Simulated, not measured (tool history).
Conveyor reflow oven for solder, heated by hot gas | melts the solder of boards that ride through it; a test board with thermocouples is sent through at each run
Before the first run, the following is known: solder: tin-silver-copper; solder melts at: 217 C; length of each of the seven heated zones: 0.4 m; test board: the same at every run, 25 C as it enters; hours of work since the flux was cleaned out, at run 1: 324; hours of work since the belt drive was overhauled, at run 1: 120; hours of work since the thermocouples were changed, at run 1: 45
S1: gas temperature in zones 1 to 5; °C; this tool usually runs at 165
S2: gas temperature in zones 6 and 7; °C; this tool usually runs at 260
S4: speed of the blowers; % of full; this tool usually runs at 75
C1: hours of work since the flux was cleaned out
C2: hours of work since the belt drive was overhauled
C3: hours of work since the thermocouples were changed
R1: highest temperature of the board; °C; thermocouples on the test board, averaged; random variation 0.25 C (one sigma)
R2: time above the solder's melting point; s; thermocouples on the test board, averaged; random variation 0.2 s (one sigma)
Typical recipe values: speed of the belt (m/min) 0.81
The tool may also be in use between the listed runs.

Run 1, hour 0: usual settings; C1 324; C2 120; C3 45. Result: R1 249.1 °C, R2 42 s.
Run 2, hour 4.2: usual settings; C1 325; C2 121; C3 47. Result: R1 249.3 °C, R2 42.1 s.
Run 3, hour 11.1: usual settings but speed of the belt (m/min) 0.861; C1 329; C2 124; C3 50. Result: R1 247.2 °C, R2 38.6 s.
Run 4, hour 18.7: usual settings but speed of the belt (m/min) 0.861; C1 332; C2 128; C3 54. Result: R1 247.7 °C, R2 38.3 s.
Run 5, hour 25: usual settings but speed of the belt (m/min) 0.861; C1 335; C2 131; C3 56. Result: R1 247.6 °C, R2 38.1 s.
Run 6, hour 32.8: usual settings but speed of the belt (m/min) 0.861; C1 338; C2 134; C3 60. Result: R1 246.9 °C, R2 38.1 s.
At hour 37.5: belt drive overhauled, speed set with a stopwatch.
Run 7, hour 44.8: usual settings; C1 342; C2 3; C3 63. Result: R1 249.1 °C, R2 42.2 s.
Run 8, hour 52.6: usual settings; C1 345; C2 7; C3 67. Result: R1 249.6 °C, R2 42.4 s.
Run 9, hour 56.5: usual settings; C1 347; C2 8; C3 69. Result: R1 249.5 °C, R2 42.2 s.
At hour 60.9: belt drive overhauled, speed set with a stopwatch, once more.
Run 10, hour 65.7: usual settings but S1 170 °C, S2 275 °C, speed of the belt (m/min) 0.738, S4 84 % of full; C1 349; C2 2; C3 71. Result: R1 266.6 °C, R2 56.2 s.
Run 11, hour 74.5: usual settings but S1 170 °C, S2 275 °C, speed of the belt (m/min) 0.738, S4 84 % of full; C1 353; C2 6; C3 75. Result: R1 266.8 °C, R2 55.8 s.
Run 12, hour 82.4: usual settings but S1 170 °C, S2 275 °C, speed of the belt (m/min) 0.738, S4 84 % of full; C1 356; C2 9; C3 78. Result: R1 266.5 °C, R2 56 s.
Run 13, hour 90.8: usual settings but S1 170 °C, S2 275 °C, speed of the belt (m/min) 0.738, S4 84 % of full; C1 360; C2 13; C3 82. Result: R1 267.1 °C, R2 56 s.
Run 14, hour 94.5: usual settings but S4 58 % of full; C1 362; C2 15; C3 84. Result: R1 247.3 °C, R2 39.9 s.
Run 15, hour 102.9: usual settings but S1 172 °C; C1 366; C2 19; C3 87. Result: R1 249.8 °C, R2 44.3 s.
Run 16, hour 108.6: usual settings but S1 172 °C; C1 368; C2 21; C3 90. Result: R1 249.9 °C, R2 43.5 s.
Run 17, hour 114.9: usual settings but S1 158 °C, S2 272 °C, speed of the belt (m/min) 0.949, S4 67 % of full; C1 371; C2 24; C3 93. Result: R1 253.3 °C, R2 34.6 s.

What if the next run were any one of these 5? Each begins from the tool's condition after run 17:
Run A, hour 120: usual settings but S2 255 °C, speed of the belt (m/min) 0.739, S4 70 % of full; C1 373; C2 26; C3 95. Result: R1 ?, R2 ?.
Run B, hour 120: usual settings but S2 256 °C, speed of the belt (m/min) 0.867; C1 373; C2 26; C3 95. Result: R1 ?, R2 ?.
Run C, hour 120: usual settings but S1 158 °C, S2 273 °C, speed of the belt (m/min) 0.694, S4 67 % of full; C1 373; C2 26; C3 95. Result: R1 ?, R2 ?.
Run D, hour 120: usual settings but S1 158 °C, S2 272 °C, speed of the belt (m/min) 0.774, S4 67 % of full; C1 373; C2 26; C3 95. Result: R1 ?, R2 ?.
Run E, hour 120: usual settings but S1 167 °C, S2 272 °C, speed of the belt (m/min) 0.859, S4 67 % of full; C1 373; C2 26; C3 95. Result: R1 ?, R2 ?.

run     R1    R2
  A    246  44.6
  B  243.7  35.2
  C  263.9  55.8
  D  259.6  47.6
  E  257.1    43
Stripped of hidden state, with their random variation kept, the same runs would have yielded:
run     R1    R2
  A    247  45.9
  B    245  36.6
  C  264.9  56.7
  D  260.9  48.6
  E  258.5    44
